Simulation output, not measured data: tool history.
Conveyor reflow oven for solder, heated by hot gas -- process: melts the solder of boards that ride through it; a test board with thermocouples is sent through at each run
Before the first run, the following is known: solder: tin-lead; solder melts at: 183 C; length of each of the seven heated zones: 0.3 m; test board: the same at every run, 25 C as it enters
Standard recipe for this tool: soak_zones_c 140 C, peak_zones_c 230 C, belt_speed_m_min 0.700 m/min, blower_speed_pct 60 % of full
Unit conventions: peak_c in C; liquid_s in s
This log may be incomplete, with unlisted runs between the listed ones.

run 1 hour=0.0 | soak_zones_c=140 peak_zones_c=230 belt_speed_m_min=0.700 blower_speed_pct=60 | peak_c=206.0 liquid_s=29.9
run 2 hour=60.4 | soak_zones_c=140 peak_zones_c=234 belt_speed_m_min=0.700 blower_speed_pct=60 | peak_c=208.8 liquid_s=32.7
run 3 hour=119.9 | soak_zones_c=140 peak_zones_c=234 belt_speed_m_min=0.700 blower_speed_pct=60 | peak_c=209.3 liquid_s=32.2
run 4 hour=162.3 | soak_zones_c=140 peak_zones_c=234 belt_speed_m_min=0.700 blower_speed_pct=60 | peak_c=209.2 liquid_s=32.7
run 5 hour=200.9 | soak_zones_c=140 peak_zones_c=230 belt_speed_m_min=0.700 blower_speed_pct=60 | peak_c=205.4 liquid_s=30.2
run 6 hour=257.1 | soak_zones_c=140 peak_zones_c=230 belt_speed_m_min=0.700 blower_speed_pct=60 | peak_c=205.8 liquid_s=30.2
run 7 hour=309.8 | soak_zones_c=140 peak_zones_c=230 belt_speed_m_min=0.700 blower_speed_pct=60 | peak_c=205.4 liquid_s=29.8
run 8 hour=340.0 | soak_zones_c=140 peak_zones_c=230 belt_speed_m_min=0.700 blower_speed_pct=60 | peak_c=204.8 liquid_s=29.9
-- hour=356.8 flux residue cleaned out of gas plates and filters
run 9 hour=376.3 | soak_zones_c=140 peak_zones_c=230 belt_speed_m_min=0.700 blower_speed_pct=60 | peak_c=205.5 liquid_s=30.7
run 10 hour=435.7 | soak_zones_c=140 peak_zones_c=230 belt_speed_m_min=0.700 blower_speed_pct=60 | peak_c=205.6 liquid_s=29.9
run 11 hour=487.1 | soak_zones_c=140 peak_zones_c=230 belt_speed_m_min=0.700 blower_speed_pct=60 | peak_c=206.1 liquid_s=30.3
run 12 hour=531.8 | soak_zones_c=140 peak_zones_c=230 belt_speed_m_min=0.645 blower_speed_pct=60 | peak_c=209.3 liquid_s=36.1
run 13 hour=561.9 | soak_zones_c=140 peak_zones_c=230 belt_speed_m_min=0.645 blower_speed_pct=60 | peak_c=208.5 liquid_s=36.9
run 14 hour=588.7 | soak_zones_c=140 peak_zones_c=230 belt_speed_m_min=0.645 blower_speed_pct=60 | peak_c=208.7 liquid_s=35.9
run 15 hour=632.2 | soak_zones_c=140 peak_zones_c=230 belt_speed_m_min=0.645 blower_speed_pct=88 | peak_c=215.8 liquid_s=42.1

Run 16 has not been measured yet. What should we expect?
run 16 hour=672.2 | soak_zones_c=140 peak_zones_c=230 belt_speed_m_min=0.700 blower_speed_pct=58 | peak_c=? liquid_s=?

peak_c: 205.2 C
liquid_s: 29.9 s
The same run, on a tool lacking any hidden state, would have yielded peak_c 205.1 C, liquid_s 29.9 s.
